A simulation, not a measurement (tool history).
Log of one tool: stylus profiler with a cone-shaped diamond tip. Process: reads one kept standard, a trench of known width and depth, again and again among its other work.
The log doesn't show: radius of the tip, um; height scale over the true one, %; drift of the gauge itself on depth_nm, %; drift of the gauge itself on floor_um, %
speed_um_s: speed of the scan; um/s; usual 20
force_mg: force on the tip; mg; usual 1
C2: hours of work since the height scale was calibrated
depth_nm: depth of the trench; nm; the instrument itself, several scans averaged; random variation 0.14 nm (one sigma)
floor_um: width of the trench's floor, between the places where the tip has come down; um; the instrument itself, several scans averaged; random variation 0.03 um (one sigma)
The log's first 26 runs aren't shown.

{"run": 27, "hour": 279.8, "speed_um_s": 6, "force_mg": 0.87, "scans with this tip": 1799, "C2": 254, "depth_nm": 503.47, "floor_um": 95.48}
{"run": 28, "hour": 293.5, "speed_um_s": 6, "force_mg": 0.87, "scans with this tip": 1847, "C2": 261, "depth_nm": 503.31, "floor_um": 95.5}
{"run": 29, "hour": 304.3, "speed_um_s": 31, "force_mg": 0.43, "scans with this tip": 1885, "C2": 266, "depth_nm": 502.28, "floor_um": 95.31}
{"run": 30, "hour": 314.1, "speed_um_s": 45, "force_mg": 1.66, "scans with this tip": 1919, "C2": 271, "depth_nm": 505.01, "floor_um": 95.35}
{"run": 31, "hour": 320.2, "speed_um_s": 7, "force_mg": 1.42, "scans with this tip": 1941, "C2": 274, "depth_nm": 504.19, "floor_um": 95.48}
{"run": 32, "hour": 329.7, "speed_um_s": 9, "force_mg": 0.46, "scans with this tip": 1974, "C2": 279, "depth_nm": 502, "floor_um": 95.41}
{"run": 33, "hour": 338.7, "speed_um_s": 27, "force_mg": 0.36, "scans with this tip": 2006, "C2": 283, "depth_nm": 501.76, "floor_um": 95.3}
{"run": 34, "hour": 351.2, "speed_um_s": 27, "force_mg": 0.36, "scans with this tip": 2050, "C2": 290, "depth_nm": 501.71, "floor_um": 95.32}
{"run": 35, "hour": 366.4, "speed_um_s": 27, "force_mg": 0.36, "scans with this tip": 2103, "C2": 297, "depth_nm": 501.89, "floor_um": 95.32}
{"run": 36, "hour": 374.8, "speed_um_s": 12, "force_mg": 1.05, "scans with this tip": 2132, "C2": 301, "depth_nm": 503.87, "floor_um": 95.44}
{"run": 37, "hour": 388.1, "speed_um_s": 12, "force_mg": 1.05, "scans with this tip": 2179, "C2": 308, "depth_nm": 503.82, "floor_um": 95.4}
{"run": 38, "hour": 399.7, "speed_um_s": 7, "force_mg": 0.57, "scans with this tip": 2220, "C2": 314, "depth_nm": 502.47, "floor_um": 95.4}
{"run": 39, "hour": 412.5, "speed_um_s": 10, "force_mg": 1.93, "scans with this tip": 2264, "C2": 320, "depth_nm": 505.57, "floor_um": 95.44}
{"run": 40, "hour": 424.1, "speed_um_s": 40, "force_mg": 0.48, "scans with this tip": 2305, "C2": 326, "depth_nm": 502.43, "floor_um": 95.25}
{"run": 41, "hour": 438.5, "speed_um_s": 40, "force_mg": 0.48, "scans with this tip": 2356, "C2": 333, "depth_nm": 502.26, "floor_um": 95.28}
{"run": 42, "hour": 452.7, "speed_um_s": 13, "force_mg": 0.58, "scans with this tip": 2405, "C2": 340, "depth_nm": 502.6, "floor_um": 95.43}
{"run": 43, "hour": 464.5, "speed_um_s": 13, "force_mg": 0.58, "scans with this tip": 2447, "C2": 346, "depth_nm": 502.65, "floor_um": 95.37}
{"run": 44, "hour": 478.6, "speed_um_s": 6, "force_mg": 1.45, "scans with this tip": 2496, "C2": 353, "depth_nm": 504.69, "floor_um": 95.43}
{"run": 45, "hour": 491.8, "speed_um_s": 15, "force_mg": 1.68, "scans with this tip": 2543, "C2": 359, "depth_nm": 504.98, "floor_um": 95.4}
{"run": 46, "hour": 498.5, "speed_um_s": 15, "force_mg": 1.68, "scans with this tip": 2566, "C2": 363, "depth_nm": 505.35, "floor_um": 95.35}
{"run": 47, "hour": 512.8, "speed_um_s": 15, "force_mg": 1.68, "scans with this tip": 2616, "C2": 370, "depth_nm": 505.24, "floor_um": 95.42}

3 ways to go on from here, each from the tool as it stands after run 47. What would each give?
{"run": "A", "hour": 524.2, "speed_um_s": 7, "force_mg": 0.73, "scans with this tip": 2656, "C2": 375, "depth_nm": "?", "floor_um": "?"}
{"run": "B", "hour": 524.2, "speed_um_s": 20, "force_mg": 0.66, "scans with this tip": 2656, "C2": 375, "depth_nm": "?", "floor_um": "?"}
{"run": "C", "hour": 524.2, "speed_um_s": 8, "force_mg": 0.71, "scans with this tip": 2656, "C2": 375, "depth_nm": "?", "floor_um": "?"}

run=A depth_nm=503.08 floor_um=95.4
run=B depth_nm=502.86 floor_um=95.34
run=C depth_nm=503.02 floor_um=95.37
Without the tool's hidden state the same runs would have given:
run=A depth_nm=502.55 floor_um=95.62
run=B depth_nm=502.33 floor_um=95.55
run=C depth_nm=502.49 floor_um=95.59
